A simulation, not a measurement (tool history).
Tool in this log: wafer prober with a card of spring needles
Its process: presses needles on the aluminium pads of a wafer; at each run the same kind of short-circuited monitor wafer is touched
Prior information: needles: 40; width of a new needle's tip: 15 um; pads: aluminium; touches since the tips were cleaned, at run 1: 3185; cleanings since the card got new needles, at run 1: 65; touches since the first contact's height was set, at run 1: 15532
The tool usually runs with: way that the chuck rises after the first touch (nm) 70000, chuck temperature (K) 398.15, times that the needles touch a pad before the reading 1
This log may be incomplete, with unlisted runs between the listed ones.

| run | hour | way that the chuck rises after the first touch (nm) | chuck temperature (K) | times that the needles touch a pad before the reading | touches since the tips were cleaned | cleanings since the card got new needles | touches since the first contact's height was set | resistance of one needle with its contact and lead (mohm) | way that a needle slides on the pad (nm) |
|---|---|---|---|---|---|---|---|---|---|
| 1 | 0.0 | 70000 | 398.15 | 1 | 3185 | 65 | 15532 | 176 | 11530 |
|  | 0.9 | tips cleaned on abrasive film |
|  | 7.5 | tips cleaned on abrasive film |
| 2 | 11.8 | 70000 | 398.15 | 1 | 2514 | 67 | 22336 | 170 | 11520 |
|  | 13.9 | tips cleaned on abrasive film |
|  | 20.2 | tips cleaned on abrasive film |
| 3 | 22.7 | 70000 | 398.15 | 1 | 1480 | 69 | 28633 | 164 | 11420 |
|  | 26.4 | tips cleaned on abrasive film |
| 4 | 31.6 | 76000 | 398.15 | 1 | 3074 | 70 | 33784 | 175 | 12410 |
|  | 32.7 | tips cleaned on abrasive film |
| 5 | 38.0 | 70000 | 398.15 | 1 | 3118 | 71 | 37451 | 181 | 11390 |
|  | 38.8 | tips cleaned on abrasive film |
|  | 45.6 | tips cleaned on abrasive film |
| 6 | 47.8 | 70000 | 376.15 | 1 | 1293 | 73 | 43102 | 158 | 11410 |
|  | 52.0 | tips cleaned on abrasive film |
| 7 | 56.1 | 70000 | 376.15 | 1 | 2358 | 74 | 47864 | 172 | 11370 |
|  | 57.1 | height of the first contact set anew |
|  | 58.9 | tips cleaned on abrasive film |
|  | 65.6 | tips cleaned on abrasive film |
| 8 | 66.1 | 70000 | 376.15 | 1 | 307 | 76 | 5161 | 145 | 11310 |
|  | 72.5 | tips cleaned on abrasive film |
| 9 | 72.6 | 70000 | 376.15 | 1 | 38 | 77 | 8917 | 146 | 11260 |
|  | 78.1 | height of the first contact set anew, once more |
| 10 | 78.2 | 70000 | 376.15 | 1 | 3125 | 77 | 40 | 178 | 11610 |
|  | 79.1 | tips cleaned on abrasive film |
|  | 86.0 | tips cleaned on abrasive film |
| 11 | 89.6 | 74000 | 305.15 | 1 | 2093 | 79 | 6600 | 160 | 12200 |
|  | 92.6 | tips cleaned on abrasive film |
| 12 | 96.5 | 76000 | 335.15 | 2 | 2334 | 80 | 10631 | 147 | 12480 |
|  | 98.9 | tips cleaned on abrasive film |
| 13 | 101.7 | 70000 | 370.15 | 1 | 1646 | 81 | 13584 | 163 | 11520 |
|  | 105.4 | tips cleaned on abrasive film |
| 14 | 110.8 | 72000 | 370.15 | 2 | 3180 | 82 | 18887 | 161 | 11830 |
|  | 111.8 | tips cleaned on abrasive film |
|  | 118.1 | tips cleaned on abrasive film |
| 15 | 121.6 | 72000 | 373.15 | 2 | 2003 | 84 | 25071 | 154 | 11700 |
|  | 124.7 | tips cleaned on abrasive film |
|  | 131.1 | tips cleaned on abrasive film |
| 16 | 131.1 | 65000 | 314.15 | 2 | 8 | 86 | 30553 | 129 | 10580 |

Predict each of these 3 candidate next runs independently; none follows another, all start after run 16:
|  | 138.0 | tips cleaned on abrasive film |
| A | 138.0 | 52000 | 318.15 | 2 | 0 | 87 | 34502 | ? | ? |
|  | 138.0 | tips cleaned on abrasive film |
| B | 138.0 | 78000 | 332.15 | 1 | 0 | 87 | 34502 | ? | ? |
|  | 138.0 | tips cleaned on abrasive film |
| C | 138.0 | 53000 | 328.15 | 1 | 0 | 87 | 34502 | ? | ? |

| run | resistance of one needle with its contact and lead (mohm) | way that a needle slides on the pad (nm) |
|---|---|---|
| A | 137 | 8430 |
| B | 131 | 12690 |
| C | 143 | 8610 |
Had the tool no hidden state, the same runs would have come out as:
| run | resistance of one needle with its contact and lead (mohm) | way that a needle slides on the pad (nm) |
|---|---|---|
| A | 130 | 8590 |
| B | 125 | 12850 |
| C | 133 | 8770 |

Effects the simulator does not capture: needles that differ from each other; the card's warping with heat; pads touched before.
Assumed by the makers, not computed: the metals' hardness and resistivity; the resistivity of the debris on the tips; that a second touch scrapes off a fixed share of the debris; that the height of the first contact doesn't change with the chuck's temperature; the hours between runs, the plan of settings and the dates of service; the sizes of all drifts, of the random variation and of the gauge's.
